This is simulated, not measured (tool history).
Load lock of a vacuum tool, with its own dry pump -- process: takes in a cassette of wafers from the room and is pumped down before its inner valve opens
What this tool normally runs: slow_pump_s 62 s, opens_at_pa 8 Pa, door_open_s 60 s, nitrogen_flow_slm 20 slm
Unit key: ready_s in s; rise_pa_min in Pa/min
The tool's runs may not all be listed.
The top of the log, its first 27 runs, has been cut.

run	hour	slow_pump_s	opens_at_pa	door_open_s	nitrogen_flow_slm	hours that the pump has run since its overhaul	times that the door has closed on its seal	incoming humidity of the room's air, %	ready_s	rise_pa_min
28	3669.2	33	8	60	20	9238	21660	43.7	110.4	0.068
29	3854.3	62	8	60	6	9423	22204	44.6	129.8	0.086
30	4048.8	62	8	60	6	9617	22776	43.1	130.0	0.089
31	4230.5	62	9	60	6	9799	23310	45.2	129.1	0.093
32	4410.3	62	7	60	20	9979	23839	43.7	132.3	0.087
33	4584.4	122	8	60	20	10153	24351	46.1	172.7	0.089
34	4696.5	122	8	60	20	10265	24680	41.4	173.5	0.080
35	4876.5	54	8	40	9	10445	25210	46.4	126.8	0.085
36	5050.7	62	14	125	44	10619	25722	42.1	126.5	0.090

5 ways to go on from here, each from the tool as it stands after run 36. What would each give?
A	5213.1	51	14	161	6	10782	26199	46.0	?	?
B	5213.1	119	7	125	13	10782	26199	42.7	?	?
C	5213.1	40	8	60	20	10782	26199	40.7	?	?
D	5213.1	62	7	125	5	10782	26199	46.8	?	?
E	5213.1	59	7	30	20	10782	26199	42.2	?	?

run	ready_s	rise_pa_min
A	118.1	0.145
B	173.3	0.119
C	116.8	0.080
D	132.5	0.139
E	132.5	0.076
Had the tool no hidden state, the same runs would have come out as:
run	ready_s	rise_pa_min
A	104.5	0.092
B	162.3	0.066
C	101.3	0.027
D	118.2	0.085
E	118.0	0.022
